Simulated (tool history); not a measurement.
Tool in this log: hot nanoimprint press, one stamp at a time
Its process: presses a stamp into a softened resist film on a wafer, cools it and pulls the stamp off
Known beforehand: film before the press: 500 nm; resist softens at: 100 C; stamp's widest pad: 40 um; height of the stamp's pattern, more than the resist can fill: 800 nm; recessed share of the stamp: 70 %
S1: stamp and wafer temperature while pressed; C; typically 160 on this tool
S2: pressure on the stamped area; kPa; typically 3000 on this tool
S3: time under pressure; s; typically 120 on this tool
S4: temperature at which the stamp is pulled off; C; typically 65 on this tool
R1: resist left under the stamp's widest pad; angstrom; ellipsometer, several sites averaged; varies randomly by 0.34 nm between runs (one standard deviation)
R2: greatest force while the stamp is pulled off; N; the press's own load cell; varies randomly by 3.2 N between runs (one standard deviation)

Run 1, hour 0: usual settings. Result: R1 1741 angstrom, R2 253 N.
Run 2, hour 31: usual settings. Result: R1 1741 angstrom, R2 249 N.
At hour 64.9: plate thermocouple calibrated.
Run 3, hour 73.3: usual settings but S1 161 C. Result: R1 1724 angstrom, R2 264 N.
Run 4, hour 93.3: usual settings but S1 161 C. Result: R1 1724 angstrom, R2 261 N.
Run 5, hour 117: usual settings but S1 161 C. Result: R1 1713 angstrom, R2 269 N.
Run 6, hour 150.2: usual settings. Result: R1 1803 angstrom, R2 269 N.
Run 7, hour 174.5: usual settings. Result: R1 1805 angstrom, R2 271 N.
Run 8, hour 208.8: usual settings. Result: R1 1798 angstrom, R2 279 N.
Run 9, hour 228: usual settings but S1 170 C. Result: R1 1141 angstrom, R2 279 N.
Run 10, hour 261: usual settings but S1 170 C. Result: R1 1138 angstrom, R2 285 N.
Run 11, hour 287.9: usual settings. Result: R1 1788 angstrom, R2 282 N.
At hour 299: stamp cleaned and given a new release coat.
Run 12, hour 315.8: usual settings. Result: R1 1791 angstrom, R2 237 N.
Run 13, hour 340.2: usual settings. Result: R1 1781 angstrom, R2 236 N.
Run 14, hour 372.7: usual settings. Result: R1 1787 angstrom, R2 239 N.
Run 15, hour 396.4: usual settings. Result: R1 1786 angstrom, R2 244 N.
Run 16, hour 425.8: usual settings but S1 164 C, S2 3830 kPa. Result: R1 1293 angstrom, R2 248 N.
Run 17, hour 463: usual settings but S1 153 C, S3 180 s. Result: R1 2144 angstrom, R2 247 N.
Run 18, hour 497.7: usual settings but S1 172 C, S2 2410 kPa. Result: R1 1175 angstrom, R2 256 N.
Run 19, hour 527.4: usual settings but S1 152 C, S2 2610 kPa. Result: R1 2752 angstrom, R2 262 N.
Run 20, hour 549.9: usual settings but S2 2660 kPa, S4 70 C. Result: R1 1882 angstrom, R2 255 N.
Run 21, hour 580.9: usual settings but S4 55 C. Result: R1 1762 angstrom, R2 290 N.
Run 22, hour 600.6: usual settings but S2 3870 kPa, S3 152 s, S4 69 C. Result: R1 1406 angstrom, R2 261 N.
Run 23, hour 622.5: usual settings but S2 3870 kPa, S3 152 s, S4 69 C. Result: R1 1411 angstrom, R2 258 N.
Run 24, hour 642.9: usual settings but S4 61 C. Result: R1 1761 angstrom, R2 288 N.
Run 25, hour 663.4: usual settings but S1 162 C, S3 127 s. Result: R1 1566 angstrom, R2 275 N.
Run 26, hour 698.3: usual settings but S1 162 C, S3 110 s, S4 60 C. Result: R1 1656 angstrom, R2 305 N.
At hour 735.9: stamp cleaned and given a new release coat.
Run 27, hour 737.7: usual settings but S1 162 C, S3 110 s, S4 60 C. Result: R1 1659 angstrom, R2 239 N.
Run 28, hour 760.4: usual settings but S1 162 C, S3 110 s, S4 60 C. Result: R1 1652 angstrom, R2 245 N.
Run 29, hour 792: usual settings but S3 129 s. Result: R1 1702 angstrom, R2 237 N.

Alternative continuations, all from the tool just after run 29; predict every row:
Run A, hour 811: usual settings but S2 4720 kPa, S3 129 s, S4 59 C. Result: R1 ?, R2 ?.
Run B, hour 811: usual settings but S1 164 C, S2 2710 kPa, S3 129 s, S4 58 C. Result: R1 ?, R2 ?.
Run C, hour 811: usual settings but S1 170 C, S3 81 s, S4 62 C. Result: R1 ?, R2 ?.

run    R1   R2
  A  1346  256
  B  1491  255
  C  1311  249
Without the tool's hidden state the same runs would have given:
run    R1   R2
  A  1379  248
  B  1541  248
  C  1348  241

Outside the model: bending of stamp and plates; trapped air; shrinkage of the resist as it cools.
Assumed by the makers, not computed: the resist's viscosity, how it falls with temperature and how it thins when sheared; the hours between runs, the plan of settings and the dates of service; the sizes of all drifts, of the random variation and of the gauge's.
